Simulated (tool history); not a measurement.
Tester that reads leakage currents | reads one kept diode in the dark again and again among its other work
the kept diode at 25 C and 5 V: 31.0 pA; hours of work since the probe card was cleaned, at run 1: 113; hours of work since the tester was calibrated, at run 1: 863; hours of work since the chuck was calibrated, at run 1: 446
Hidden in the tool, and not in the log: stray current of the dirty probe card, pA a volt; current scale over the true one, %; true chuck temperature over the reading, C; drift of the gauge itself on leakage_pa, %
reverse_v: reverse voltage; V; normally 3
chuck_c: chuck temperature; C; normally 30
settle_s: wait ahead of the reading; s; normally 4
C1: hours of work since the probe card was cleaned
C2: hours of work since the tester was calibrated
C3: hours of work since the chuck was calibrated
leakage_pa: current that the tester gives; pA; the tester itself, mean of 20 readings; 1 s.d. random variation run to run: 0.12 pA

{"run": 1, "day": 0.0, "reverse_v": 3, "chuck_c": 30, "settle_s": 4, "C1": 113, "C2": 863, "C3": 446, "leakage_pa": 35.66}
{"run": 2, "day": 2.3, "reverse_v": 3, "chuck_c": 30, "settle_s": 4, "C1": 145, "C2": 895, "C3": 478, "leakage_pa": 35.38}
{"run": 3, "day": 6.221, "reverse_v": 3, "chuck_c": 30, "settle_s": 4, "C1": 199, "C2": 949, "C3": 532, "leakage_pa": 35.48}
{"run": 4, "day": 10.275, "reverse_v": 3, "chuck_c": 30, "settle_s": 4, "C1": 256, "C2": 1005, "C3": 588, "leakage_pa": 35.19}
{"run": 5, "day": 13.808, "reverse_v": 3, "chuck_c": 30, "settle_s": 4, "C1": 305, "C2": 1054, "C3": 637, "leakage_pa": 35.16}
{"run": 6, "day": 16.708, "reverse_v": 3, "chuck_c": 30, "settle_s": 4, "C1": 345, "C2": 1095, "C3": 677, "leakage_pa": 34.85}
{"run": 7, "day": 20.429, "reverse_v": 3, "chuck_c": 30, "settle_s": 1.33, "C1": 396, "C2": 1146, "C3": 729, "leakage_pa": 35.37}
{"run": 8, "day": 22.571, "reverse_v": 1.09, "chuck_c": 30, "settle_s": 4, "C1": 426, "C2": 1176, "C3": 759, "leakage_pa": 22.09}
{"run": 9, "day": 25.071, "reverse_v": 3, "chuck_c": 30, "settle_s": 4, "C1": 461, "C2": 1210, "C3": 793, "leakage_pa": 34.81}
{"run": 10, "day": 27.196, "reverse_v": 3, "chuck_c": 30, "settle_s": 4, "C1": 490, "C2": 1240, "C3": 823, "leakage_pa": 34.85}
{"run": 11, "day": 30.275, "reverse_v": 3, "chuck_c": 30, "settle_s": 0.52, "C1": 533, "C2": 1283, "C3": 865, "leakage_pa": 34.85}
{"run": 12, "day": 34.504, "reverse_v": 7.14, "chuck_c": 30, "settle_s": 0.52, "C1": 592, "C2": 1341, "C3": 924, "leakage_pa": 51.67}
{"run": 13, "day": 37.579, "reverse_v": 7.14, "chuck_c": 30, "settle_s": 7.24, "C1": 634, "C2": 1384, "C3": 967, "leakage_pa": 50.48}
{"run": 14, "day": 39.812, "reverse_v": 7.14, "chuck_c": 30, "settle_s": 7.24, "C1": 665, "C2": 1415, "C3": 998, "leakage_pa": 50.71}
{"run": 15, "day": 43.412, "reverse_v": 7.14, "chuck_c": 30, "settle_s": 7.24, "C1": 715, "C2": 1465, "C3": 1048, "leakage_pa": 50.18}
{"run": 16, "day": 45.679, "reverse_v": 7.14, "chuck_c": 30, "settle_s": 7.24, "C1": 747, "C2": 1496, "C3": 1079, "leakage_pa": 49.72}
{"run": 17, "day": 47.596, "reverse_v": 7.14, "chuck_c": 30, "settle_s": 7.24, "C1": 773, "C2": 1523, "C3": 1106, "leakage_pa": 49.8}
{"run": 18, "day": 50.125, "reverse_v": 3, "chuck_c": 30, "settle_s": 4.1, "C1": 808, "C2": 1558, "C3": 1141, "leakage_pa": 33.49}
{"run": 19, "day": 53.667, "reverse_v": 6.52, "chuck_c": 30, "settle_s": 3.88, "C1": 857, "C2": 1607, "C3": 1190, "leakage_pa": 47.89}
{"run": 20, "day": 57.804, "reverse_v": 1.68, "chuck_c": 30, "settle_s": 4, "C1": 915, "C2": 1664, "C3": 1247, "leakage_pa": 25.78}
{"run": 21, "day": 59.746, "reverse_v": 3, "chuck_c": 55, "settle_s": 7.79, "C1": 942, "C2": 1691, "C3": 1274, "leakage_pa": 201.73}
{"day": 60.142, "done": "tester calibrated"}
{"day": 60.788, "done": "chuck's temperature calibrated"}
{"run": 22, "day": 61.725, "reverse_v": 3, "chuck_c": 55, "settle_s": 7.79, "C1": 967, "C2": 21, "C3": 13, "leakage_pa": 218.6}
{"run": 23, "day": 64.458, "reverse_v": 3, "chuck_c": 55, "settle_s": 7.79, "C1": 1005, "C2": 59, "C3": 51, "leakage_pa": 218.65}
{"run": 24, "day": 66.738, "reverse_v": 3, "chuck_c": 53, "settle_s": 7.79, "C1": 1036, "C2": 90, "C3": 82, "leakage_pa": 189.88}
{"run": 25, "day": 69.254, "reverse_v": 3, "chuck_c": 53, "settle_s": 7.79, "C1": 1071, "C2": 125, "C3": 117, "leakage_pa": 189.6}
{"run": 26, "day": 72.971, "reverse_v": 2.9, "chuck_c": 48, "settle_s": 2.34, "C1": 1123, "C2": 177, "C3": 169, "leakage_pa": 132.78}
{"run": 27, "day": 76.567, "reverse_v": 2.9, "chuck_c": 48, "settle_s": 2.34, "C1": 1173, "C2": 227, "C3": 219, "leakage_pa": 131.51}
{"run": 28, "day": 79.375, "reverse_v": 6.41, "chuck_c": 37, "settle_s": 2.34, "C1": 1211, "C2": 266, "C3": 258, "leakage_pa": 85.41}
{"day": 82.45, "done": "tester calibrated, once more"}
{"run": 29, "day": 82.704, "reverse_v": 10.37, "chuck_c": 33, "settle_s": 4, "C1": 1257, "C2": 4, "C3": 303, "leakage_pa": 80.2}
{"run": 30, "day": 84.554, "reverse_v": 10.37, "chuck_c": 33, "settle_s": 4, "C1": 1282, "C2": 29, "C3": 328, "leakage_pa": 79.37}
{"run": 31, "day": 87.962, "reverse_v": 19, "chuck_c": 42, "settle_s": 3.01, "C1": 1329, "C2": 76, "C3": 376, "leakage_pa": 201.44}
{"run": 32, "day": 90.379, "reverse_v": 3, "chuck_c": 33, "settle_s": 0.56, "C1": 1363, "C2": 110, "C3": 409, "leakage_pa": 45.19}
{"run": 33, "day": 94.358, "reverse_v": 3, "chuck_c": 33, "settle_s": 0.56, "C1": 1418, "C2": 165, "C3": 464, "leakage_pa": 45.13}
{"run": 34, "day": 97.371, "reverse_v": 18.65, "chuck_c": 26, "settle_s": 0.42, "C1": 1460, "C2": 207, "C3": 506, "leakage_pa": 63.82}
{"run": 35, "day": 101.612, "reverse_v": 18.65, "chuck_c": 26, "settle_s": 0.42, "C1": 1519, "C2": 266, "C3": 565, "leakage_pa": 63.54}

How the hidden state differs across the entries between the runs, from the last listed run before each to the first after it:
Logged between run 21 and run 22: tester calibrated (day 60.142); chuck's temperature calibrated (day 60.788)
  stray current of the dirty probe card, pA a volt: 0.118 -> 0.121; current scale over the true one, %: -0.5 -> -0.71; true chuck temperature over the reading, C: -1.39 -> -0.11
  measured less the result without the state, leakage_pa: -20.32 -> -2.87 pA
Logged between run 28 and run 29: tester calibrated, once more (day 82.45)
  stray current of the dirty probe card, pA a volt: 0.146 -> 0.15; current scale over the true one, %: -0.79 -> 0.15; true chuck temperature over the reading, C: -0.4 -> -0.46
  measured less the result without the state, leakage_pa: -2.46 -> -1.31 pA
